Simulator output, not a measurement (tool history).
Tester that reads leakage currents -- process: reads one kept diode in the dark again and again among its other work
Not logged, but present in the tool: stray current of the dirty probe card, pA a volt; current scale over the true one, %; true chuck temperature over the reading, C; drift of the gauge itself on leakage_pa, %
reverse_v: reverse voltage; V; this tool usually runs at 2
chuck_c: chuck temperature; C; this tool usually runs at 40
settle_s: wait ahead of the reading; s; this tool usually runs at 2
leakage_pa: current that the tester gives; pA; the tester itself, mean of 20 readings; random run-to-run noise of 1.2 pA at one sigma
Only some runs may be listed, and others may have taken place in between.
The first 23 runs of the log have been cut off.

| run | hour | reverse_v | chuck_c | settle_s | hours of work since the probe card was cleaned | hours of work since the tester was calibrated | hours of work since the chuck was calibrated | leakage_pa |
|---|---|---|---|---|---|---|---|---|
| 24 | 4144.5 | 10.36 | 28 | 0.43 | 1244 | 4165 | 139 | 302.28 |
| 25 | 4312.6 | 10.36 | 28 | 0.43 | 1342 | 4263 | 237 | 304.05 |
| 26 | 4460.1 | 14.76 | 31 | 2 | 1428 | 4349 | 323 | 419.74 |
| 27 | 4637.2 | 14.76 | 31 | 2 | 1531 | 4452 | 426 | 419.1 |
| 28 | 4747.8 | 14.76 | 31 | 2 | 1595 | 4516 | 491 | 420.13 |
| 29 | 4980.5 | 14.76 | 31 | 0.34 | 1731 | 4652 | 626 | 434.55 |
| 30 | 5098.1 | 14.76 | 31 | 0.34 | 1799 | 4720 | 695 | 432.57 |
| 31 | 5284.1 | 14.76 | 31 | 0.34 | 1908 | 4828 | 803 | 434.64 |
| 32 | 5454 | 14.76 | 31 | 0.34 | 2007 | 4927 | 902 | 432.79 |
| 33 | 5620.3 | 3.04 | 28 | 0.34 | 2103 | 5024 | 999 | 196.97 |
|  | 5770.9 | tester calibrated |
| 34 | 5828 | 2.62 | 32 | 0.98 | 2223 | 33 | 1118 | 250.32 |
| 35 | 5951.8 | 6.9 | 37 | 0.64 | 2295 | 105 | 1190 | 503.92 |

Predict each of these 4 candidate next runs independently; none follows another, all start after run 35:
| A | 6109.6 | 1.56 | 59 | 7.32 | 2387 | 197 | 1282 | ? |
| B | 6109.6 | 2.35 | 40 | 2 | 2387 | 197 | 1282 | ? |
| C | 6109.6 | 9.36 | 23 | 0.81 | 2387 | 197 | 1282 | ? |
| D | 6109.6 | 8.49 | 22 | 1.7 | 2387 | 197 | 1282 | ? |

| run | leakage_pa |
|---|---|
| A | 1330.33 |
| B | 428.09 |
| C | 197.33 |
| D | 173.75 |
With the hidden condition removed and each run's random variation left untouched, the same runs would have given:
| run | leakage_pa |
|---|---|
| A | 1329.82 |
| B | 427.87 |
| C | 197.04 |
| D | 173.49 |

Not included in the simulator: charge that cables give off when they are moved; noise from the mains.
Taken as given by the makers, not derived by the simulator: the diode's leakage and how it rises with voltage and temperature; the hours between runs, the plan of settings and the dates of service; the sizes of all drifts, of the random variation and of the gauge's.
